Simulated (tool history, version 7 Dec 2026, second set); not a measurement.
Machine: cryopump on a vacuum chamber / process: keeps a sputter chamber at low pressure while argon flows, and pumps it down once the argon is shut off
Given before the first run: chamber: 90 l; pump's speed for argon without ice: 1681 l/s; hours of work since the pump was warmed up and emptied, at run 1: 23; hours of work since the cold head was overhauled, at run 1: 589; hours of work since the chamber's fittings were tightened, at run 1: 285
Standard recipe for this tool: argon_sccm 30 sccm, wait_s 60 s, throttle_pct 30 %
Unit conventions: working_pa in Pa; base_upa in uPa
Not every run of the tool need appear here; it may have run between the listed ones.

| run | hour | argon_sccm | wait_s | throttle_pct | hours of work since the pump was warmed up and emptied | hours of work since the cold head was overhauled | hours of work since the chamber's fittings were tightened | working_pa | base_upa |
|---|---|---|---|---|---|---|---|---|---|
| 1 | 0 | 30 | 60 | 30 | 23 | 589 | 285 | 0.1013 | 1.78 |
| 2 | 21.4 | 30 | 60 | 30 | 40 | 605 | 302 | 0.1013 | 1.7 |
| 3 | 35.7 | 30 | 60 | 30 | 50 | 616 | 313 | 0.1014 | 1.84 |
| 4 | 57.8 | 30 | 60 | 30 | 67 | 633 | 330 | 0.1029 | 1.74 |
| 5 | 75.4 | 30 | 60 | 26 | 81 | 646 | 343 | 0.1173 | 1.8 |
| 6 | 87.6 | 30 | 60 | 26 | 90 | 656 | 352 | 0.1172 | 1.81 |
| 7 | 101.5 | 30 | 60 | 26 | 101 | 666 | 363 | 0.1158 | 1.76 |
| 8 | 120.1 | 30 | 60 | 30 | 115 | 681 | 377 | 0.1023 | 1.84 |
| 9 | 136.4 | 45 | 60 | 30 | 128 | 693 | 390 | 0.1533 | 1.87 |
| 10 | 150.1 | 45 | 60 | 30 | 138 | 704 | 400 | 0.1531 | 1.86 |
| 11 | 173.2 | 45 | 60 | 30 | 156 | 721 | 418 | 0.1544 | 1.89 |
| 12 | 187 | 30 | 60 | 34 | 166 | 732 | 429 | 0.0906 | 1.91 |
| 13 | 201.3 | 30 | 60 | 30 | 177 | 743 | 439 | 0.1026 | 1.9 |
| 14 | 213 | 30 | 60 | 30 | 186 | 752 | 448 | 0.1017 | 1.88 |
| 15 | 231.3 | 30 | 60 | 30 | 200 | 766 | 462 | 0.1029 | 1.88 |
| 16 | 243.3 | 30 | 60 | 30 | 209 | 775 | 472 | 0.1028 | 1.84 |
| 17 | 257.2 | 30 | 60 | 30 | 220 | 786 | 482 | 0.1014 | 1.91 |
| 18 | 279.6 | 15 | 60 | 43 | 237 | 803 | 499 | 0.0358 | 1.89 |
| 19 | 294 | 15 | 60 | 43 | 248 | 814 | 510 | 0.0364 | 1.95 |
| 20 | 304 | 13 | 27 | 55 | 256 | 821 | 518 | 0.0258 | 3.6 |
| 21 | 326.4 | 14 | 58 | 17 | 273 | 838 | 535 | 0.0832 | 2.04 |
| 22 | 348.9 | 31 | 35 | 30 | 290 | 856 | 552 | 0.1079 | 2.98 |
| 23 | 371.6 | 31 | 35 | 30 | 308 | 873 | 570 | 0.1077 | 3 |
| 24 | 388.4 | 37 | 35 | 47 | 320 | 886 | 583 | 0.0835 | 2.96 |
| 25 | 404.2 | 37 | 256 | 51 | 332 | 898 | 595 | 0.0774 | 1.12 |
| 26 | 416.2 | 17 | 170 | 21 | 342 | 907 | 604 | 0.0832 | 1.22 |
| 27 | 434.8 | 17 | 170 | 21 | 356 | 921 | 618 | 0.0834 | 1.23 |
| 28 | 452.1 | 17 | 37 | 37 | 369 | 935 | 631 | 0.0491 | 2.83 |
| 29 | 464.4 | 19 | 162 | 54 | 379 | 944 | 641 | 0.0381 | 1.29 |
| 30 | 482 | 46 | 49 | 34 | 392 | 958 | 654 | 0.1415 | 2.44 |
| 31 | 495.7 | 13 | 82 | 34 | 403 | 968 | 665 | 0.04 | 1.78 |
| 32 | 509.9 | 13 | 154 | 34 | 413 | 979 | 676 | 0.0401 | 1.36 |
| 33 | 521.6 | 30 | 21 | 27 | 422 | 988 | 685 | 0.1164 | 4.59 |
| 34 | 532 | 30 | 60 | 42 | 430 | 996 | 693 | 0.0759 | 2.18 |

What would each run have given without the hidden state, its run-to-run variation left as it was?
Hidden conditions of the tool in this case: pump's speed, % of a pump's without ice; cold plate's temperature, K; leak into the chamber, uPa l/s; drift of the gauge itself on working_pa, %; drift of the gauge itself on base_upa, %.
| run | working_pa | base_upa |
|---|---|---|
| 1 | 0.1008 | 1.52 |
| 2 | 0.1007 | 1.43 |
| 3 | 0.1007 | 1.55 |
| 4 | 0.102 | 1.45 |
| 5 | 0.1163 | 1.49 |
| 6 | 0.1161 | 1.49 |
| 7 | 0.1147 | 1.43 |
| 8 | 0.1009 | 1.49 |
| 9 | 0.1512 | 1.5 |
| 10 | 0.1508 | 1.5 |
| 11 | 0.1519 | 1.5 |
| 12 | 0.0888 | 1.5 |
| 13 | 0.1007 | 1.49 |
| 14 | 0.0997 | 1.46 |
| 15 | 0.1008 | 1.45 |
| 16 | 0.1006 | 1.4 |
| 17 | 0.0991 | 1.46 |
| 18 | 0.0345 | 1.43 |
| 19 | 0.0351 | 1.46 |
| 20 | 0.0247 | 3.09 |
| 21 | 0.0819 | 1.53 |
| 22 | 0.1048 | 2.43 |
| 23 | 0.1044 | 2.44 |
| 24 | 0.0794 | 2.39 |
| 25 | 0.0731 | 0.53 |
| 26 | 0.0812 | 0.62 |
| 27 | 0.0813 | 0.62 |
| 28 | 0.0469 | 2.22 |
| 29 | 0.0356 | 0.65 |
| 30 | 0.1353 | 1.78 |
| 31 | 0.0381 | 1.11 |
| 32 | 0.0382 | 0.68 |
| 33 | 0.112 | 3.9 |
| 34 | 0.0714 | 1.48 |
